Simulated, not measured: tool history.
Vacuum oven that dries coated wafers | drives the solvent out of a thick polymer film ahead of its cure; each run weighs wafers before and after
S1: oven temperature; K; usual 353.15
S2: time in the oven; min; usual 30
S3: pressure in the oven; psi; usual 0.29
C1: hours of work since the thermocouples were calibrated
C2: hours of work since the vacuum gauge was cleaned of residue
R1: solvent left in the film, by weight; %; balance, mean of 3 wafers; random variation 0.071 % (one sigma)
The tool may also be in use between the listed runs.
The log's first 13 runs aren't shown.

run 14 hour=291.4 | S1=353.15 S2=22 S3=0.29 | C1=264 C2=455 | R1=6.58
run 15 hour=309.2 | S1=366.15 S2=30 S3=0.29 | C1=272 C2=464 | R1=2.92
run 16 hour=322.5 | S1=366.15 S2=30 S3=0.29 | C1=279 C2=470 | R1=2.94
run 17 hour=347.2 | S1=365.15 S2=30 S3=0.229 | C1=290 C2=482 | R1=2.46
run 18 hour=367.8 | S1=365.15 S2=30 S3=0.229 | C1=300 C2=492 | R1=2.54
run 19 hour=393.9 | S1=367.15 S2=30 S3=0.435 | C1=312 C2=504 | R1=4.37
run 20 hour=413.2 | S1=367.15 S2=30 S3=0.435 | C1=322 C2=513 | R1=4.29
run 21 hour=427.7 | S1=351.15 S2=15 S3=0.29 | C1=329 C2=520 | R1=9.46
run 22 hour=452.5 | S1=365.15 S2=17 S3=0.728 | C1=340 C2=532 | R1=8.01
run 23 hour=478.2 | S1=349.15 S2=40 S3=0.956 | C1=353 C2=544 | R1=19.1
run 24 hour=492.8 | S1=353.15 S2=54 S3=0.524 | C1=360 C2=551 | R1=8.91
run 25 hour=510.9 | S1=339.15 S2=30 S3=0.29 | C1=368 C2=560 | R1=12.65
run 26 hour=526.6 | S1=351.15 S2=52 S3=0.29 | C1=376 C2=567 | R1=5.66
run 27 hour=541.9 | S1=350.15 S2=43 S3=0.344 | C1=383 C2=574 | R1=7.04
run 28 hour=570.7 | S1=350.15 S2=43 S3=0.344 | C1=397 C2=588 | R1=7.02
run 29 hour=589.6 | S1=345.15 S2=22 S3=0.216 | C1=406 C2=597 | R1=9.51
run 30 hour=603.9 | S1=345.15 S2=22 S3=0.216 | C1=413 C2=604 | R1=9.63
run 31 hour=629.4 | S1=353.15 S2=16 S3=0.579 | C1=425 C2=616 | R1=12.21

4 ways to go on from here, each from the tool as it stands after run 31. What would each give?
run A hour=654.2 | S1=353.15 S2=43 S3=0.579 | C1=436 C2=628 | R1=?
run B hour=654.2 | S1=353.15 S2=25 S3=0.181 | C1=436 C2=628 | R1=?
run C hour=654.2 | S1=339.15 S2=36 S3=0.281 | C1=436 C2=628 | R1=?
run D hour=654.2 | S1=353.15 S2=16 S3=0.643 | C1=436 C2=628 | R1=?

run=A R1=9.97
run=B R1=4.56
run=C R1=11.8
run=D R1=13.13
Without the tool's hidden state the same runs would have given:
run=A R1=9.61
run=B R1=4.26
run=C R1=11.28
run=D R1=12.71
